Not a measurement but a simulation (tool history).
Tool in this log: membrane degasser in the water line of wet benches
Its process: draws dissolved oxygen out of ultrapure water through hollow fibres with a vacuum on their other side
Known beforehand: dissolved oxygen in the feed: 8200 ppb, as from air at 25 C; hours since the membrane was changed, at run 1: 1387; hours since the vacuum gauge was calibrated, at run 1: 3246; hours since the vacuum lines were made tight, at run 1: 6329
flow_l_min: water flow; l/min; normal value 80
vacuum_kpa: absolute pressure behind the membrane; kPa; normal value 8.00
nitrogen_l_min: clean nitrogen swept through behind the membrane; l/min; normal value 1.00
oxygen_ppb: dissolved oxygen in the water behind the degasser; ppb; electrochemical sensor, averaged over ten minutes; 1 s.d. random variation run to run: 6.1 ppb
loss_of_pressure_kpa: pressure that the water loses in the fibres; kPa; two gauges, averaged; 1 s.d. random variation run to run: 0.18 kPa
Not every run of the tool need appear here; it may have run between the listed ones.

run,hour,flow_l_min,vacuum_kpa,nitrogen_l_min,hours since the membrane was changed,hours since the vacuum gauge was calibrated,hours since the vacuum lines were made tight,oxygen_ppb,loss_of_pressure_kpa
1,0.0,80,8.00,1.00,1387,3246,6329,643.7,36.02
2,167.8,80,8.00,0.70,1555,3414,6497,774.5,35.64
3,412.3,80,8.00,1.00,1799,3659,6741,640.2,35.81
4,700.2,80,8.00,1.38,2087,3946,7029,513.6,36.15
# hour 819.1: seals of the vacuum lines changed
5,1045.0,80,8.00,1.38,2430,4289,226,517.6,36.21
6,1235.3,80,8.00,1.38,2620,4480,416,521.9,35.96
7,1415.8,80,8.00,1.38,2801,4660,597,512.9,36.23
8,1746.8,80,8.00,1.00,3132,4991,928,654.8,36.11
9,2014.8,80,8.00,1.00,3400,5259,1196,646.2,36.32
10,2264.4,76,8.00,1.00,3649,5509,1445,619.0,34.39
# hour 2450.1: vacuum gauge calibrated
11,2598.2,80,8.00,1.00,3983,148,1779,614.3,36.18
12,2928.0,80,8.00,1.00,4312,478,2108,623.7,36.30
13,3221.1,80,8.00,1.00,4605,771,2401,616.0,36.46
14,3395.2,80,8.00,1.00,4780,945,2576,626.4,36.33
15,3540.1,80,8.00,1.00,4924,1090,2720,621.3,36.28
16,3809.5,80,8.00,1.00,5194,1359,2990,621.3,36.26
17,3979.9,79,8.25,0.94,5364,1530,3160,657.9,36.09
18,4227.5,54,8.63,2.97,5612,1777,3408,221.1,24.64
19,4400.2,66,10.60,2.97,5785,1950,3581,360.0,30.02
20,4592.9,66,10.60,2.97,5977,2143,3773,362.4,30.08
21,4927.3,111,10.60,0.40,6312,2477,4108,1767.3,50.65
22,5267.8,111,10.60,0.40,6652,2818,4448,1727.4,50.79
23,5464.6,80,10.87,1.00,6849,3014,4645,937.2,36.74
24,5605.0,110,8.00,1.07,6989,3155,4785,752.0,50.41
25,5921.7,110,8.00,1.07,7306,3472,5102,744.1,50.50
26,6079.6,122,6.32,0.45,7464,3629,5260,817.6,55.67
27,6313.4,103,17.32,2.38,7698,3863,5494,1098.4,47.56
28,6470.9,90,8.83,0.54,7855,4021,5651,1130.5,41.26
29,6678.8,99,4.99,0.54,8063,4229,5859,437.1,45.66
30,6895.1,94,4.99,0.54,8279,4445,6075,424.7,43.39
31,7081.9,104,6.87,1.87,8466,4632,6262,402.4,47.82
32,7341.8,104,6.87,1.87,8726,4892,6522,408.9,48.15

Results for each run, recomputed without the tool's hidden state and with each run's random variation untouched:
The hidden state here: membrane still open, %; true pressure behind the membrane over the reading, kPa; air that leaks in behind the membrane, l/min; drift of the gauge itself on oxygen_ppb, %; drift of the gauge itself on loss_of_pressure_kpa, %.
run,oxygen_ppb,loss_of_pressure_kpa
1,620.3,35.78
2,747.2,35.38
3,614.1,35.52
4,489.8,35.82
5,491.1,35.82
6,494.1,35.54
7,484.7,35.78
8,617.1,35.62
9,607.4,35.78
10,580.3,33.84
11,611.2,35.56
12,618.3,35.63
13,608.9,35.74
14,618.0,35.58
15,612.0,35.50
16,610.2,35.45
17,645.7,35.26
18,215.4,24.05
19,352.7,29.28
20,354.4,29.30
21,1744.2,49.29
22,1701.5,49.35
23,917.5,35.67
24,723.6,48.92
25,713.8,48.93
26,767.4,53.90
27,1079.4,46.01
28,1092.7,39.87
29,383.7,44.09
30,370.9,41.86
31,372.6,46.08
32,377.3,46.34
